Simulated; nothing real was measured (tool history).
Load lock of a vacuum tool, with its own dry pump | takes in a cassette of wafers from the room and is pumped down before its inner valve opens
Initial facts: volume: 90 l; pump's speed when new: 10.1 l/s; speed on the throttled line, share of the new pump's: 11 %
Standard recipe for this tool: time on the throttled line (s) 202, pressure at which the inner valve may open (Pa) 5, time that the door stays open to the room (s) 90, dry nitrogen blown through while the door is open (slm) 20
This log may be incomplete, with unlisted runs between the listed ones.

run,hour,time on the throttled line (s),pressure at which the inner valve may open (Pa),time that the door stays open to the room (s),dry nitrogen blown through while the door is open (slm),"incoming humidity of the room's air, %",time from the closed door until the inner valve may open (s),rise of the pressure with all valves shut (Pa/min)
1,0.0,202,5,90,20,49.3,267.5,0.044
2,148.8,202,5,90,20,46.4,268.9,0.042
3,270.4,202,5,90,20,44.5,270.5,0.036
4,389.6,102,5,90,20,44.4,180.6,0.037
5,515.0,102,5,90,20,46.1,180.6,0.042
6,591.9,102,5,90,20,43.9,181.3,0.036
7,734.9,102,5,90,20,42.4,179.3,0.037
8,810.5,102,5,90,20,41.7,180.3,0.033
9,883.9,102,5,90,20,44.8,178.3,0.034
10,951.3,102,5,90,20,50.4,181.0,0.044
11,1085.8,102,5,90,20,46.0,180.1,0.040
12,1157.5,102,5,90,20,43.9,179.6,0.038
13,1281.1,102,5,90,20,43.4,179.7,0.037
14,1429.8,202,5,50,20,48.1,270.9,0.031
15,1522.5,160,5,90,20,47.4,231.4,0.038
16,1598.2,202,5,90,20,46.7,269.9,0.042
17,1742.7,202,5,90,20,45.8,270.0,0.038
18,1845.2,202,5,90,20,46.4,270.6,0.041
19,1994.0,202,5,90,20,48.0,268.6,0.036
20,2107.8,202,7,90,7,46.5,268.4,0.052
21,2211.5,255,5,90,17,44.2,319.0,0.040
22,2340.5,119,5,36,20,45.7,194.9,0.025
23,2497.2,117,7,162,20,43.6,191.1,0.042
24,2579.0,117,7,162,22,43.7,189.6,0.048
25,2718.4,183,7,162,18,44.2,247.9,0.040
26,2833.2,134,8,90,20,44.2,205.2,0.035
27,2936.2,202,7,124,20,44.3,265.2,0.038
28,3024.8,241,5,90,20,47.5,303.5,0.039
29,3185.4,241,5,200,4,46.2,301.3,0.077
30,3287.3,344,5,90,11,46.9,393.1,0.050
31,3428.6,268,5,119,6,48.5,326.1,0.063
32,3512.1,268,5,119,6,42.3,326.9,0.054
33,3605.6,119,7,119,6,44.6,193.1,0.059
34,3753.7,193,6,45,10,44.1,260.5,0.039
35,3876.1,193,6,45,10,45.5,255.6,0.044
36,4006.7,130,5,79,24,44.2,203.8,0.033

Branching from run 36: 3 alternative next runs. What would each branch give?
A,4102.2,403,6,79,24,41.1,?,?
B,4102.2,176,5,79,24,43.4,?,?
C,4102.2,117,5,83,6,44.2,?,?

run,time from the closed door until the inner valve may open (s),rise of the pressure with all valves shut (Pa/min)
A,448.9,0.030
B,246.7,0.029
C,192.9,0.053
Without the tool's hidden state the same runs would have given:
run,time from the closed door until the inner valve may open (s),rise of the pressure with all valves shut (Pa/min)
A,448.9,0.030
B,246.7,0.029
C,192.9,0.052
